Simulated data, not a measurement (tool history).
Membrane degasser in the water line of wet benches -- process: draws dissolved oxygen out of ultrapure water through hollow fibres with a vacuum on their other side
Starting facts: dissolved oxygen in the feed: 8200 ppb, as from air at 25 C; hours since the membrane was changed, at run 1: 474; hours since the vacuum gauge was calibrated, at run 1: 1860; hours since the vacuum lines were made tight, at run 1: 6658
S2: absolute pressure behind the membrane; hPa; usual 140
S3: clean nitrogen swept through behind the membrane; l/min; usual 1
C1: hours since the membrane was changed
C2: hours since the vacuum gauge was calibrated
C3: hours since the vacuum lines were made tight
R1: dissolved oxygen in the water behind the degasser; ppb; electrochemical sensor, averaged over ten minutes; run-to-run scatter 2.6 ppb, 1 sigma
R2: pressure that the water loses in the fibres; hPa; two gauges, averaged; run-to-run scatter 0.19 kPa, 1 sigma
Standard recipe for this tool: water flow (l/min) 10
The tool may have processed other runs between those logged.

{"run": 1, "hour": 0.0, "water flow (l/min)": 10, "S2": 140, "S3": 1, "C1": 474, "C2": 1860, "C3": 6658, "R1": 259.9, "R2": 394.2}
{"run": 2, "hour": 151.4, "water flow (l/min)": 10, "S2": 140, "S3": 1, "C1": 626, "C2": 2011, "C3": 6810, "R1": 257.2, "R2": 393.2}
{"run": 3, "hour": 456.6, "water flow (l/min)": 8, "S2": 140, "S3": 1, "C1": 931, "C2": 2316, "C3": 7115, "R1": 208.5, "R2": 313.8}
{"hour": 564.5, "done": "seals of the vacuum lines changed"}
{"run": 4, "hour": 790.5, "water flow (l/min)": 8, "S2": 140, "S3": 1, "C1": 1263, "C2": 2648, "C3": 226, "R1": 203.7, "R2": 315.1}
{"run": 5, "hour": 1016.8, "water flow (l/min)": 10, "S2": 140, "S3": 1, "C1": 1489, "C2": 2875, "C3": 452, "R1": 264, "R2": 394.2}
{"run": 6, "hour": 1207.2, "water flow (l/min)": 11, "S2": 140, "S3": 1, "C1": 1680, "C2": 3065, "C3": 643, "R1": 287.4, "R2": 433.7}
{"run": 7, "hour": 1517.8, "water flow (l/min)": 11, "S2": 140, "S3": 1, "C1": 1990, "C2": 3376, "C3": 953, "R1": 295.4, "R2": 431.4}
{"run": 8, "hour": 1819.9, "water flow (l/min)": 11, "S2": 140, "S3": 1, "C1": 2292, "C2": 3678, "C3": 1255, "R1": 289.4, "R2": 433.7}
{"run": 9, "hour": 2128.7, "water flow (l/min)": 7, "S2": 140, "S3": 1, "C1": 2601, "C2": 3987, "C3": 1564, "R1": 176.8, "R2": 277.6}
{"run": 10, "hour": 2329.5, "water flow (l/min)": 7, "S2": 140, "S3": 1, "C1": 2802, "C2": 4187, "C3": 1765, "R1": 179.1, "R2": 277.6}
{"run": 11, "hour": 2581.0, "water flow (l/min)": 7, "S2": 140, "S3": 1, "C1": 3053, "C2": 4439, "C3": 2017, "R1": 180.7, "R2": 278.2}
{"run": 12, "hour": 2770.5, "water flow (l/min)": 7, "S2": 140, "S3": 1, "C1": 3243, "C2": 4628, "C3": 2206, "R1": 180.3, "R2": 278.8}
{"hour": 2847.0, "done": "vacuum gauge calibrated"}
{"run": 13, "hour": 3030.9, "water flow (l/min)": 7, "S2": 140, "S3": 1, "C1": 3503, "C2": 184, "C3": 2466, "R1": 183.6, "R2": 279.5}
{"run": 14, "hour": 3391.4, "water flow (l/min)": 7, "S2": 140, "S3": 1, "C1": 3863, "C2": 544, "C3": 2826, "R1": 178.9, "R2": 272.9}
{"run": 15, "hour": 3549.7, "water flow (l/min)": 9, "S2": 140, "S3": 1, "C1": 4022, "C2": 703, "C3": 2985, "R1": 231.1, "R2": 355.3}
{"run": 16, "hour": 3831.2, "water flow (l/min)": 7, "S2": 140, "S3": 1, "C1": 4303, "C2": 984, "C3": 3266, "R1": 183.1, "R2": 278.7}
{"run": 17, "hour": 4155.6, "water flow (l/min)": 6, "S2": 140, "S3": 1, "C1": 4627, "C2": 1309, "C3": 3591, "R1": 156.1, "R2": 239.9}
{"run": 18, "hour": 4411.5, "water flow (l/min)": 6, "S2": 140, "S3": 1, "C1": 4883, "C2": 1564, "C3": 3846, "R1": 155.9, "R2": 235.9}
{"run": 19, "hour": 4673.8, "water flow (l/min)": 8, "S2": 140, "S3": 0.46, "C1": 5146, "C2": 1827, "C3": 4109, "R1": 404.8, "R2": 317.5}
{"run": 20, "hour": 4882.6, "water flow (l/min)": 8, "S2": 140, "S3": 1.45, "C1": 5355, "C2": 2036, "C3": 4318, "R1": 147.1, "R2": 314.2}
{"run": 21, "hour": 5242.4, "water flow (l/min)": 13, "S2": 342, "S3": 1, "C1": 5714, "C2": 2395, "C3": 4677, "R1": 896, "R2": 510.9}
{"run": 22, "hour": 5494.3, "water flow (l/min)": 16, "S2": 270, "S3": 0.52, "C1": 5966, "C2": 2647, "C3": 4929, "R1": 1390.9, "R2": 632.2}
{"run": 23, "hour": 5675.6, "water flow (l/min)": 6, "S2": 99, "S3": 1.31, "C1": 6147, "C2": 2829, "C3": 5111, "R1": 76.6, "R2": 236.9}
{"run": 24, "hour": 5917.8, "water flow (l/min)": 7, "S2": 99, "S3": 2.69, "C1": 6390, "C2": 3071, "C3": 5353, "R1": 44.5, "R2": 277.6}
{"run": 25, "hour": 6158.0, "water flow (l/min)": 7, "S2": 165, "S3": 1.07, "C1": 6630, "C2": 3311, "C3": 5593, "R1": 205.7, "R2": 276.1}
{"run": 26, "hour": 6448.0, "water flow (l/min)": 7, "S2": 165, "S3": 1.07, "C1": 6920, "C2": 3601, "C3": 5883, "R1": 208.9, "R2": 274.1}
{"run": 27, "hour": 6605.5, "water flow (l/min)": 7, "S2": 165, "S3": 1.07, "C1": 7077, "C2": 3758, "C3": 6041, "R1": 206.4, "R2": 274.4}
{"run": 28, "hour": 6945.4, "water flow (l/min)": 10, "S2": 311, "S3": 1.28, "C1": 7417, "C2": 4098, "C3": 6380, "R1": 507.8, "R2": 397.6}
{"run": 29, "hour": 7131.4, "water flow (l/min)": 10, "S2": 311, "S3": 1.28, "C1": 7603, "C2": 4284, "C3": 6566, "R1": 510.4, "R2": 395.3}
{"run": 30, "hour": 7278.2, "water flow (l/min)": 7, "S2": 154, "S3": 2.6, "C1": 7750, "C2": 4431, "C3": 6713, "R1": 83.1, "R2": 277.5}
{"run": 31, "hour": 7546.1, "water flow (l/min)": 15, "S2": 251, "S3": 1, "C1": 8018, "C2": 4699, "C3": 6981, "R1": 775.8, "R2": 591.2}
{"hour": 7573.5, "done": "vacuum gauge calibrated"}
{"run": 32, "hour": 7714.1, "water flow (l/min)": 15, "S2": 323, "S3": 0.55, "C1": 8185, "C2": 141, "C3": 7149, "R1": 1497.9, "R2": 590.9}
{"hour": 7779.6, "done": "seals of the vacuum lines changed"}
{"run": 33, "hour": 8073.2, "water flow (l/min)": 10, "S2": 150, "S3": 1, "C1": 8543, "C2": 498, "C3": 294, "R1": 283.4, "R2": 397.7}

Branching from run 33: 3 alternative next runs. What would each branch give?
{"run": "A", "hour": 8402.0, "water flow (l/min)": 6, "S2": 127, "S3": 1.18, "C1": 8871, "C2": 827, "C3": 622, "R1": "?", "R2": "?"}
{"run": "B", "hour": 8402.0, "water flow (l/min)": 12, "S2": 205, "S3": 1.98, "C1": 8871, "C2": 827, "C3": 622, "R1": "?", "R2": "?"}
{"run": "C", "hour": 8402.0, "water flow (l/min)": 7, "S2": 98, "S3": 1, "C1": 8871, "C2": 827, "C3": 622, "R1": "?", "R2": "?"}

run=A R1=119.9 R2=236.2
run=B R1=277.6 R2=475.6
run=C R1=110.6 R2=281
Without the tool's hidden state the same runs would have given:
run=A R1=119.8 R2=235.9
run=B R1=277.4 R2=475
run=C R1=110.5 R2=280.7
